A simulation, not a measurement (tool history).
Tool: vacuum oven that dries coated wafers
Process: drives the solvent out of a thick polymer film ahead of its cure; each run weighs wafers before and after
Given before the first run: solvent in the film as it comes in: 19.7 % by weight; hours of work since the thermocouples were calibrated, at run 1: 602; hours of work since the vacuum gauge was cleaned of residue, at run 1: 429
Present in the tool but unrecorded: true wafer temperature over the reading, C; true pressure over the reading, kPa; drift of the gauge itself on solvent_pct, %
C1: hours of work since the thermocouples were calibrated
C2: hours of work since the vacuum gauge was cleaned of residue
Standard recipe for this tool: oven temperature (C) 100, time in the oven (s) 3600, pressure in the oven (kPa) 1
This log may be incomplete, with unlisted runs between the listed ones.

Run 1, hour 0: usual settings; C1 602; C2 429. Result: solvent left in the film (%) 4.68.
Run 2, hour 43.3: usual settings; C1 623; C2 450. Result: solvent left in the film (%) 4.55.
Run 3, hour 95.3: usual settings; C1 648; C2 475. Result: solvent left in the film (%) 4.63.
Run 4, hour 136.5: usual settings; C1 669; C2 495. Result: solvent left in the film (%) 4.67.
Run 5, hour 188: usual settings; C1 694; C2 521. Result: solvent left in the film (%) 4.7.
Run 6, hour 214.8: usual settings; C1 707; C2 534. Result: solvent left in the film (%) 4.66.
Run 7, hour 259.2: usual settings but oven temperature (C) 86, time in the oven (s) 3720, pressure in the oven (kPa) 3.89; C1 728; C2 555. Result: solvent left in the film (%) 13.65.
Run 8, hour 305.8: usual settings but oven temperature (C) 113, pressure in the oven (kPa) 1.5; C1 751; C2 578. Result: solvent left in the film (%) 1.89.
Run 9, hour 342: usual settings but oven temperature (C) 113, pressure in the oven (kPa) 1.5; C1 769; C2 596. Result: solvent left in the film (%) 1.93.
Run 10, hour 377.3: usual settings but oven temperature (C) 101, time in the oven (s) 5700, pressure in the oven (kPa) 2.46; C1 786; C2 613. Result: solvent left in the film (%) 4.37.
Run 11, hour 410.3: usual settings but oven temperature (C) 111, time in the oven (s) 5340, pressure in the oven (kPa) 1.02; C1 802; C2 629. Result: solvent left in the film (%) 1.27.
Run 12, hour 458.5: usual settings but oven temperature (C) 111, time in the oven (s) 5340, pressure in the oven (kPa) 1.02; C1 825; C2 652. Result: solvent left in the film (%) 1.36.

3 ways to go on from here, each from the tool as it stands after run 12. What would each give?
Run A, hour 492.7: usual settings but oven temperature (C) 103, time in the oven (s) 4560, pressure in the oven (kPa) 0.58; C1 842; C2 669. Result: solvent left in the film (%) ?.
Run B, hour 492.7: usual settings but oven temperature (C) 89, time in the oven (s) 3480, pressure in the oven (kPa) 0.84; C1 842; C2 669. Result: solvent left in the film (%) ?.
Run C, hour 492.7: usual settings but oven temperature (C) 111, time in the oven (s) 5340, pressure in the oven (kPa) 1.57; C1 842; C2 669. Result: solvent left in the film (%) ?.

run  solvent left in the film (%)
  A                          2.52
  B                           9.1
  C                          1.85
With no hidden state in the tool, these same runs would have given:
run  solvent left in the film (%)
  A                           1.9
  B                          8.27
  C                          1.47
